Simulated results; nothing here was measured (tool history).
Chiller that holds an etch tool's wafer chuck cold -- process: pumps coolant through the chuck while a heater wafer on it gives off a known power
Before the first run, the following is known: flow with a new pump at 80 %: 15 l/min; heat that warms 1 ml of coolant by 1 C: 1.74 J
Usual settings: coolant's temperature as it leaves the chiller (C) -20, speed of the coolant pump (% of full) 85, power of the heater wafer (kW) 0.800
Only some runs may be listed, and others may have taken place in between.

run     day  coolant's temperature as it leaves the chiller (C)  speed of the coolant pump (% of full)  power of the heater wafer (kW)  chuck's temperature once it has settled (C)  how much warmer the coolant comes back (C)
  1   0.000                                                 -20                                     85                           0.800                                       -13.47                                        1.81
  2   3.529                                                 -20                                     85                           0.800                                       -13.45                                        1.77
  3   5.688                                                 -20                                     85                           0.800                                       -13.54                                        1.78
  4   9.075                                                 -20                                     85                           0.800                                       -13.58                                        1.79
  5  11.321                                                 -20                                     85                           0.800                                       -13.25                                        1.79
  6  14.138                                                 -20                                     85                           0.800                                       -13.43                                        1.79
  7  16.596                                                 -20                                     85                           0.494                                       -16.00                                        1.11
  8  19.200                                                 -20                                     85                           0.494                                       -15.93                                        1.11
  9  22.596                                                 -20                                     85                           0.800                                       -13.35                                        1.82
 10  24.512                                                 -20                                     85                           0.800                                       -13.31                                        1.81
 11  27.867                                                 -20                                     85                           0.800                                       -13.43                                        1.83
 12  31.179                                                 -20                                     85                           0.800                                       -13.36                                        1.82
 13  32.638                                                 -20                                     85                           0.800                                       -13.29                                        1.81
 14  34.338                                                 -20                                     81                           0.800                                       -12.91                                        1.87
 15  36.038                                                 -13                                     85                           0.421                                        -9.26                                        0.95
     36.400  -- chiller's thermometer calibrated
 16  38.662                                                 -13                                     85                           0.514                                        -8.60                                        1.15
 17  40.188                                                 -21                                     85                           0.477                                       -16.80                                        1.06
 18  42.583                                                 -21                                     85                           0.477                                       -16.81                                        1.09
 19  45.488                                                 -21                                     85                           0.477                                       -16.59                                        1.07
 20  48.908                                                 -20                                     85                           0.612                                       -14.61                                        1.40
 21  50.992                                                 -25                                     64                           0.457                                       -20.10                                        1.39
     52.308  -- chiller's thermometer calibrated, once more
 22  52.538                                                 -25                                     64                           0.457                                       -20.52                                        1.37
 23  56.008                                                 -28                                     85                           0.820                                       -21.32                                        1.85
 24  59.242                                                 -29                                     74                           0.576                                       -23.76                                        1.49
 25  62.325                                                 -22                                     85                           1.012                                       -13.73                                        2.29

Run by run, hidden condition taken away, random variation retained:
Hidden state present: heat passed by the chuck's channels, % of clean ones'; flow at a given pump speed, % of a new pump's; coolant's true temperature over the reading, C; drift of the gauge itself on chuck_c, C; drift of the gauge itself on warmer_back_c, C.
run  chuck's temperature once it has settled (C)  how much warmer the coolant comes back (C)
  1                                       -14.43                                        1.76
  2                                       -14.42                                        1.72
  3                                       -14.52                                        1.72
  4                                       -14.58                                        1.73
  5                                       -14.27                                        1.73
  6                                       -14.47                                        1.73
  7                                       -16.74                                        1.08
  8                                       -16.68                                        1.07
  9                                       -14.43                                        1.76
 10                                       -14.40                                        1.74
 11                                       -14.53                                        1.76
 12                                       -14.49                                        1.75
 13                                       -14.42                                        1.74
 14                                       -14.08                                        1.79
 15                                       -10.00                                        0.91
 16                                        -9.58                                        1.10
 17                                       -17.75                                        1.01
 18                                       -17.77                                        1.04
 19                                       -17.56                                        1.02
 20                                       -15.75                                        1.34
 21                                       -21.18                                        1.33
 22                                       -21.22                                        1.31
 23                                       -22.35                                        1.77
 24                                       -24.58                                        1.42
 25                                       -15.03                                        2.19
